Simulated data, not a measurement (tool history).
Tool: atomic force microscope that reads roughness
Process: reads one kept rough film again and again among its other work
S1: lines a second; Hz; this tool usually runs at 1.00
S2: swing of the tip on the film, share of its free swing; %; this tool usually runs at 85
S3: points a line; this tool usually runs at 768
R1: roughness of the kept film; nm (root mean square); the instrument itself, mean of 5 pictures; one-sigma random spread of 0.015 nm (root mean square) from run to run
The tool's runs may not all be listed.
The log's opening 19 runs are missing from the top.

Run 20, hour 304.5: usual settings but S1 1.11 Hz, S2 88 %. Result: R1 3.416 nm (root mean square).
Run 21, hour 322.5: usual settings but S1 1.11 Hz, S2 88 %. Result: R1 3.304 nm (root mean square).
At hour 335.2: height scale calibrated on a step standard, once more.
Run 22, hour 335.2: usual settings but S1 0.64 Hz, S2 62 %. Result: R1 3.677 nm (root mean square).
Run 23, hour 347.7: usual settings but S3 796. Result: R1 3.284 nm (root mean square).
Run 24, hour 359.5: usual settings but S2 87 %, S3 394. Result: R1 3.176 nm (root mean square).
Run 25, hour 372.2: usual settings but S1 0.62 Hz. Result: R1 3.303 nm (root mean square).
Run 26, hour 396.2: usual settings but S1 0.62 Hz. Result: R1 3.176 nm (root mean square).
Run 27, hour 410.2: usual settings but S1 0.62 Hz. Result: R1 3.125 nm (root mean square).
Run 28, hour 429.3: usual settings but S1 0.72 Hz, S2 78 %, S3 646. Result: R1 3.067 nm (root mean square).
Run 29, hour 445.9: usual settings but S1 2.44 Hz, S2 81 %, S3 299. Result: R1 2.546 nm (root mean square).
Run 30, hour 457.4: usual settings but S1 2.44 Hz, S2 81 %, S3 299. Result: R1 2.505 nm (root mean square).

Expected results for the next run?
Run 31, hour 475.1: usual settings but S1 2.44 Hz, S2 81 %, S3 299. Result: R1 ?.

For run 31 the tool returned R1 2.410 nm (root mean square).
The same run, on a tool lacking any hidden state, would have yielded R1 3.228 nm (root mean square).
